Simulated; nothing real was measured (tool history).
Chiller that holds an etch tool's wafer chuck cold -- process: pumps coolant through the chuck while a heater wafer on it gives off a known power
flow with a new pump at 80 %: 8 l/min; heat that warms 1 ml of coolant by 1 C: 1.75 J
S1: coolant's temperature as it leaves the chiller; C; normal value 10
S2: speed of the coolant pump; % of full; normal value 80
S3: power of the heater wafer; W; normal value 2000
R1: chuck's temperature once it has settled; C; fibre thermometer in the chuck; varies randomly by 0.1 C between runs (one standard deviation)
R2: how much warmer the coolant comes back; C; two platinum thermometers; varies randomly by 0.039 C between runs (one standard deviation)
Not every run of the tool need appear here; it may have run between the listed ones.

{"run": 1, "hour": 0.0, "S1": 10, "S2": 80, "S3": 2000, "R1": 32.1, "R2": 8.67}
{"run": 2, "hour": 19.7, "S1": 11, "S2": 80, "S3": 2000, "R1": 33, "R2": 8.67}
{"run": 3, "hour": 39.8, "S1": 10, "S2": 80, "S3": 1466, "R1": 26.1, "R2": 6.35}
{"run": 4, "hour": 57.5, "S1": 10, "S2": 81, "S3": 2000, "R1": 31.9, "R2": 8.45}
{"run": 5, "hour": 73.8, "S1": 10, "S2": 81, "S3": 2000, "R1": 32, "R2": 8.52}
{"run": 6, "hour": 103.1, "S1": 10, "S2": 80, "S3": 2000, "R1": 32, "R2": 8.71}
{"run": 7, "hour": 123.8, "S1": 10, "S2": 80, "S3": 2000, "R1": 32.2, "R2": 8.62}
{"hour": 127.9, "done": "chiller's thermometer calibrated"}
{"run": 8, "hour": 148.6, "S1": 10, "S2": 98, "S3": 2000, "R1": 28.3, "R2": 6.96}
{"run": 9, "hour": 167.2, "S1": 10, "S2": 98, "S3": 2000, "R1": 28.4, "R2": 6.93}
{"run": 10, "hour": 200.7, "S1": 10, "S2": 98, "S3": 2000, "R1": 28.3, "R2": 6.94}
{"run": 11, "hour": 227.8, "S1": 10, "S2": 78, "S3": 2000, "R1": 32.6, "R2": 8.91}
{"run": 12, "hour": 249.3, "S1": 10, "S2": 78, "S3": 2000, "R1": 32.8, "R2": 8.94}

Run 13 is up next; what results do you expect?
{"run": 13, "hour": 283.7, "S1": 19, "S2": 96, "S3": 2000, "R1": "?", "R2": "?"}

R1: 37.9 C
R2: 7.11 C
Without the tool's hidden state the same run would have given R1 36.2 C, R2 7.01 C.
